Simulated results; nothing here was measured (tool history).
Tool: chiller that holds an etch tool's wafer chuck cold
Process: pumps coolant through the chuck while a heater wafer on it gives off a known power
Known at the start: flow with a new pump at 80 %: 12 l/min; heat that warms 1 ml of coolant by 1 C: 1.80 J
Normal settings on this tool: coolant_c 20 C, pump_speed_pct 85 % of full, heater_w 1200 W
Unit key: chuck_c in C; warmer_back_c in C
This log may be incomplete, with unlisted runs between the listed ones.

{"run": 1, "day": 0.0, "coolant_c": 20, "pump_speed_pct": 85, "heater_w": 1200, "chuck_c": 34.2, "warmer_back_c": 3.31}
{"run": 2, "day": 8.2, "coolant_c": 20, "pump_speed_pct": 85, "heater_w": 1200, "chuck_c": 34, "warmer_back_c": 3.35}
{"day": 8.812, "done": "chiller's thermometer calibrated"}
{"run": 3, "day": 16.612, "coolant_c": 20, "pump_speed_pct": 85, "heater_w": 1200, "chuck_c": 34.7, "warmer_back_c": 3.37}
{"run": 4, "day": 24.154, "coolant_c": 20, "pump_speed_pct": 85, "heater_w": 1200, "chuck_c": 34.6, "warmer_back_c": 3.36}
{"run": 5, "day": 30.054, "coolant_c": 20, "pump_speed_pct": 85, "heater_w": 1200, "chuck_c": 34.8, "warmer_back_c": 3.43}
{"run": 6, "day": 34.254, "coolant_c": 20, "pump_speed_pct": 85, "heater_w": 1200, "chuck_c": 34.8, "warmer_back_c": 3.42}
{"run": 7, "day": 41.55, "coolant_c": 20, "pump_speed_pct": 85, "heater_w": 1200, "chuck_c": 34.9, "warmer_back_c": 3.44}
{"run": 8, "day": 45.842, "coolant_c": 20, "pump_speed_pct": 85, "heater_w": 1200, "chuck_c": 34.9, "warmer_back_c": 3.41}
{"run": 9, "day": 51.317, "coolant_c": 26, "pump_speed_pct": 85, "heater_w": 1200, "chuck_c": 40.8, "warmer_back_c": 3.42}
{"run": 10, "day": 57.621, "coolant_c": 26, "pump_speed_pct": 85, "heater_w": 1200, "chuck_c": 41, "warmer_back_c": 3.45}
{"day": 58.242, "done": "coolant pump overhauled"}
{"run": 11, "day": 65.05, "coolant_c": 26, "pump_speed_pct": 85, "heater_w": 1200, "chuck_c": 41.2, "warmer_back_c": 3.53}
{"run": 12, "day": 72.808, "coolant_c": 26, "pump_speed_pct": 85, "heater_w": 1200, "chuck_c": 41.1, "warmer_back_c": 3.52}
{"run": 13, "day": 80.262, "coolant_c": 26, "pump_speed_pct": 85, "heater_w": 1200, "chuck_c": 41.4, "warmer_back_c": 3.54}
{"day": 83.192, "done": "coolant changed, channels flushed"}
{"day": 84.346, "done": "coolant pump overhauled, once more"}
{"run": 14, "day": 87.125, "coolant_c": 26, "pump_speed_pct": 85, "heater_w": 1200, "chuck_c": 38.7, "warmer_back_c": 3.14}
{"run": 15, "day": 92.183, "coolant_c": 20, "pump_speed_pct": 79, "heater_w": 1200, "chuck_c": 33.3, "warmer_back_c": 3.4}
{"run": 16, "day": 97.8, "coolant_c": 10, "pump_speed_pct": 85, "heater_w": 1200, "chuck_c": 22.8, "warmer_back_c": 3.13}
{"run": 17, "day": 102.183, "coolant_c": 20, "pump_speed_pct": 85, "heater_w": 1009, "chuck_c": 30.7, "warmer_back_c": 2.63}
{"run": 18, "day": 108.454, "coolant_c": 20, "pump_speed_pct": 85, "heater_w": 1009, "chuck_c": 30.7, "warmer_back_c": 2.62}
{"run": 19, "day": 116.162, "coolant_c": 16, "pump_speed_pct": 86, "heater_w": 1009, "chuck_c": 26.6, "warmer_back_c": 2.61}
{"run": 20, "day": 124.492, "coolant_c": 16, "pump_speed_pct": 86, "heater_w": 1009, "chuck_c": 26.7, "warmer_back_c": 2.7}
{"run": 21, "day": 128.621, "coolant_c": 16, "pump_speed_pct": 63, "heater_w": 937, "chuck_c": 28, "warmer_back_c": 3.38}
{"run": 22, "day": 136.8, "coolant_c": 16, "pump_speed_pct": 63, "heater_w": 937, "chuck_c": 28.1, "warmer_back_c": 3.42}
{"day": 138.462, "done": "chiller's thermometer calibrated"}
{"run": 23, "day": 144.454, "coolant_c": 16, "pump_speed_pct": 63, "heater_w": 937, "chuck_c": 28.8, "warmer_back_c": 3.43}
{"run": 24, "day": 150.096, "coolant_c": 13, "pump_speed_pct": 76, "heater_w": 1342, "chuck_c": 29.4, "warmer_back_c": 4.05}
{"run": 25, "day": 153.975, "coolant_c": 13, "pump_speed_pct": 76, "heater_w": 1342, "chuck_c": 29.2, "warmer_back_c": 4.06}
{"run": 26, "day": 159.862, "coolant_c": 10, "pump_speed_pct": 85, "heater_w": 1200, "chuck_c": 23.6, "warmer_back_c": 3.21}
{"run": 27, "day": 166.092, "coolant_c": 10, "pump_speed_pct": 85, "heater_w": 1200, "chuck_c": 23.7, "warmer_back_c": 3.24}
{"run": 28, "day": 169.642, "coolant_c": 27, "pump_speed_pct": 85, "heater_w": 1200, "chuck_c": 40.8, "warmer_back_c": 3.24}
{"run": 29, "day": 177.658, "coolant_c": 26, "pump_speed_pct": 85, "heater_w": 1200, "chuck_c": 39.9, "warmer_back_c": 3.28}
{"run": 30, "day": 183.517, "coolant_c": 15, "pump_speed_pct": 85, "heater_w": 882, "chuck_c": 25.2, "warmer_back_c": 2.46}
{"run": 31, "day": 188.738, "coolant_c": 15, "pump_speed_pct": 70, "heater_w": 882, "chuck_c": 26.6, "warmer_back_c": 2.93}

Each row is a separate what-if for the run after 31, all from the same tool condition, not one after another. Results?
{"run": "A", "day": 194.817, "coolant_c": 15, "pump_speed_pct": 95, "heater_w": 882, "chuck_c": "?", "warmer_back_c": "?"}
{"run": "B", "day": 194.817, "coolant_c": 20, "pump_speed_pct": 85, "heater_w": 1774, "chuck_c": "?", "warmer_back_c": "?"}
{"run": "C", "day": 194.817, "coolant_c": 29, "pump_speed_pct": 62, "heater_w": 1220, "chuck_c": "?", "warmer_back_c": "?"}
{"run": "D", "day": 194.817, "coolant_c": 15, "pump_speed_pct": 99, "heater_w": 1306, "chuck_c": "?", "warmer_back_c": "?"}

run=A chuck_c=24.6 warmer_back_c=2.19
run=B chuck_c=40.6 warmer_back_c=4.92
run=C chuck_c=46.2 warmer_back_c=4.65
run=D chuck_c=28.8 warmer_back_c=3.08
With no hidden state in the tool, these same runs would have given:
run=A chuck_c=24.1 warmer_back_c=2.08
run=B chuck_c=39.2 warmer_back_c=4.67
run=C chuck_c=45.1 warmer_back_c=4.42
run=D chuck_c=28 warmer_back_c=2.92

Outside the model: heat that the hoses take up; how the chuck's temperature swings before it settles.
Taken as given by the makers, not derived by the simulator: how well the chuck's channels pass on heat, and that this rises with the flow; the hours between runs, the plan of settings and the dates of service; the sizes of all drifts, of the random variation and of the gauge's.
